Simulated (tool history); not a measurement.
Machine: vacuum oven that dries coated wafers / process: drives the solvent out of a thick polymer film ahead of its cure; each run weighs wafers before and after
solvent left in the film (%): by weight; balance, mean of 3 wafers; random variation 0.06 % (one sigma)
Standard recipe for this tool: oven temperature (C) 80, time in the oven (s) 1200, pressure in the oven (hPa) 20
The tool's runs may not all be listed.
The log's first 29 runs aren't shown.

{"run": 30, "day": 104.021, "oven temperature (C)": 81, "time in the oven (s)": 600, "pressure in the oven (hPa)": 61.3, "solvent left in the film (%)": 8.03}
{"run": 31, "day": 106.883, "oven temperature (C)": 81, "time in the oven (s)": 1140, "pressure in the oven (hPa)": 61.3, "solvent left in the film (%)": 6.72}
{"run": 32, "day": 110.1, "oven temperature (C)": 81, "time in the oven (s)": 1320, "pressure in the oven (hPa)": 42.7, "solvent left in the film (%)": 4.83}
{"run": 33, "day": 114.317, "oven temperature (C)": 83, "time in the oven (s)": 1200, "pressure in the oven (hPa)": 20, "solvent left in the film (%)": 2.79}
{"run": 34, "day": 117.792, "oven temperature (C)": 69, "time in the oven (s)": 840, "pressure in the oven (hPa)": 72.2, "solvent left in the film (%)": 12.47}
{"run": 35, "day": 120.171, "oven temperature (C)": 86, "time in the oven (s)": 840, "pressure in the oven (hPa)": 23.6, "solvent left in the film (%)": 3.18}
{"run": 36, "day": 122.383, "oven temperature (C)": 84, "time in the oven (s)": 960, "pressure in the oven (hPa)": 12.6, "solvent left in the film (%)": 2.56}
{"run": 37, "day": 124.575, "oven temperature (C)": 84, "time in the oven (s)": 960, "pressure in the oven (hPa)": 23.1, "solvent left in the film (%)": 3.37}
{"run": 38, "day": 127.296, "oven temperature (C)": 84, "time in the oven (s)": 960, "pressure in the oven (hPa)": 23.1, "solvent left in the film (%)": 3.4}
{"run": 39, "day": 130.517, "oven temperature (C)": 67, "time in the oven (s)": 1560, "pressure in the oven (hPa)": 37.4, "solvent left in the film (%)": 9.24}
{"run": 40, "day": 134.883, "oven temperature (C)": 70, "time in the oven (s)": 840, "pressure in the oven (hPa)": 20, "solvent left in the film (%)": 7.97}
{"run": 41, "day": 139.754, "oven temperature (C)": 70, "time in the oven (s)": 840, "pressure in the oven (hPa)": 20, "solvent left in the film (%)": 8.08}
{"run": 42, "day": 144.154, "oven temperature (C)": 71, "time in the oven (s)": 1200, "pressure in the oven (hPa)": 13.5, "solvent left in the film (%)": 6.33}
{"run": 43, "day": 148.117, "oven temperature (C)": 86, "time in the oven (s)": 1320, "pressure in the oven (hPa)": 31.1, "solvent left in the film (%)": 3.1}
{"run": 44, "day": 151.754, "oven temperature (C)": 86, "time in the oven (s)": 1320, "pressure in the oven (hPa)": 31.1, "solvent left in the film (%)": 3.1}
{"day": 156.05, "done": "oven's thermocouples calibrated"}
{"run": 45, "day": 156.05, "oven temperature (C)": 86, "time in the oven (s)": 1320, "pressure in the oven (hPa)": 31.1, "solvent left in the film (%)": 2.86}
{"run": 46, "day": 159.146, "oven temperature (C)": 93, "time in the oven (s)": 1380, "pressure in the oven (hPa)": 17.8, "solvent left in the film (%)": 1.29}

Each row is a separate what-if for the run after 46, all from the same tool condition, not one after another. Results?
{"day": 161.604, "done": "vacuum gauge cleaned of residue and calibrated"}
{"run": "A", "day": 163.504, "oven temperature (C)": 71, "time in the oven (s)": 1200, "pressure in the oven (hPa)": 57.2, "solvent left in the film (%)": "?"}
{"day": 161.604, "done": "vacuum gauge cleaned of residue and calibrated"}
{"run": "B", "day": 163.504, "oven temperature (C)": 78, "time in the oven (s)": 1560, "pressure in the oven (hPa)": 79.6, "solvent left in the film (%)": "?"}
{"day": 161.604, "done": "vacuum gauge cleaned of residue and calibrated"}
{"run": "C", "day": 163.504, "oven temperature (C)": 80, "time in the oven (s)": 1200, "pressure in the oven (hPa)": 15.4, "solvent left in the film (%)": "?"}

run=A solvent_left_in_the_film_(%)=9.42
run=B solvent_left_in_the_film_(%)=8.41
run=C solvent_left_in_the_film_(%)=2.86
The same runs, with their run-to-run variation unchanged, on a tool lacking any hidden condition would have given:
run=A solvent_left_in_the_film_(%)=9.41
run=B solvent_left_in_the_film_(%)=8.39
run=C solvent_left_in_the_film_(%)=2.85

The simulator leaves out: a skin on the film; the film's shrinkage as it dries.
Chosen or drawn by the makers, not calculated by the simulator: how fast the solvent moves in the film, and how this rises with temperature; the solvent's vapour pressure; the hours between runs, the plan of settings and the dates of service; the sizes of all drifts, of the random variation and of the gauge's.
